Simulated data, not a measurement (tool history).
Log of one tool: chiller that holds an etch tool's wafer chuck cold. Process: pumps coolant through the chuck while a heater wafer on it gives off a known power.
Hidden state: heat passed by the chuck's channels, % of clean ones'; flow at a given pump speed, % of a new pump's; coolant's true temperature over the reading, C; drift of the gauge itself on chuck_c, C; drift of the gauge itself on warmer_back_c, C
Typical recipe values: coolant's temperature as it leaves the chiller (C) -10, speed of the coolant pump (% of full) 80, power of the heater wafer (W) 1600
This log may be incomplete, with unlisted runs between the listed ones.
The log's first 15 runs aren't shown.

| run | day | coolant's temperature as it leaves the chiller (C) | speed of the coolant pump (% of full) | power of the heater wafer (W) | hours since the coolant was changed and the channels were flushed | hours since the pump was overhauled | hours since the chiller's thermometer was calibrated | chuck's temperature once it has settled (C) | how much warmer the coolant comes back (C) |
|---|---|---|---|---|---|---|---|---|---|
| 16 | 35.200 | -4 | 80 | 1600 | 3163 | 2290 | 896 | 7.1 | 4.50 |
|  | 35.938 | coolant changed, channels flushed |
| 17 | 37.079 | -10 | 83 | 1376 | 27 | 2329 | 935 | -0.7 | 3.73 |
| 18 | 39.258 | -10 | 83 | 1376 | 80 | 2382 | 987 | -0.6 | 3.72 |
| 19 | 41.579 | -1 | 81 | 834 | 135 | 2437 | 1043 | 4.7 | 2.29 |
| 20 | 43.062 | -1 | 81 | 834 | 171 | 2473 | 1078 | 4.7 | 2.30 |
| 21 | 44.542 | -17 | 88 | 1840 | 207 | 2508 | 1114 | -5.1 | 4.62 |
| 22 | 46.742 | -4 | 88 | 1840 | 259 | 2561 | 1167 | 8.1 | 4.67 |
| 23 | 48.917 | -10 | 80 | 1600 | 312 | 2613 | 1219 | 1.0 | 4.51 |
| 24 | 52.267 | -10 | 80 | 1600 | 392 | 2694 | 1299 | 1.1 | 4.46 |
| 25 | 55.121 | -10 | 77 | 1768 | 460 | 2762 | 1368 | 2.7 | 5.19 |
| 26 | 58.492 | -10 | 92 | 1768 | 541 | 2843 | 1449 | 1.2 | 4.24 |
| 27 | 61.183 | -10 | 92 | 1202 | 606 | 2908 | 1513 | -2.4 | 2.90 |
| 28 | 63.625 | -10 | 90 | 2254 | 665 | 2966 | 1572 | 4.6 | 5.56 |
| 29 | 65.438 | -17 | 80 | 1741 | 708 | 3010 | 1615 | -5.1 | 4.88 |
| 30 | 67.212 | -17 | 80 | 1741 | 751 | 3052 | 1658 | -5.0 | 4.89 |
| 31 | 70.342 | -17 | 80 | 1741 | 826 | 3128 | 1733 | -4.9 | 4.89 |
| 32 | 72.133 | -17 | 80 | 1741 | 869 | 3171 | 1776 | -4.9 | 4.83 |

Below are 4 alternative next runs, each starting from the tool's condition after run 32. Predict each:
| A | 73.933 | -12 | 98 | 1878 | 912 | 3214 | 1819 | ? | ? |
| B | 73.933 | -11 | 66 | 864 | 912 | 3214 | 1819 | ? | ? |
| C | 73.933 | -3 | 74 | 885 | 912 | 3214 | 1819 | ? | ? |
| D | 73.933 | -13 | 84 | 1176 | 912 | 3214 | 1819 | ? | ? |

| run | chuck's temperature once it has settled (C) | how much warmer the coolant comes back (C) |
|---|---|---|
| A | -0.5 | 4.24 |
| B | -4.2 | 3.01 |
| C | 3.5 | 2.67 |
| D | -5.1 | 3.16 |
What these runs would have given with no unlogged condition in the tool:
| run | chuck's temperature once it has settled (C) | how much warmer the coolant comes back (C) |
|---|---|---|
| A | -0.5 | 4.23 |
| B | -4.2 | 3.01 |
| C | 3.4 | 2.67 |
| D | -5.1 | 3.16 |

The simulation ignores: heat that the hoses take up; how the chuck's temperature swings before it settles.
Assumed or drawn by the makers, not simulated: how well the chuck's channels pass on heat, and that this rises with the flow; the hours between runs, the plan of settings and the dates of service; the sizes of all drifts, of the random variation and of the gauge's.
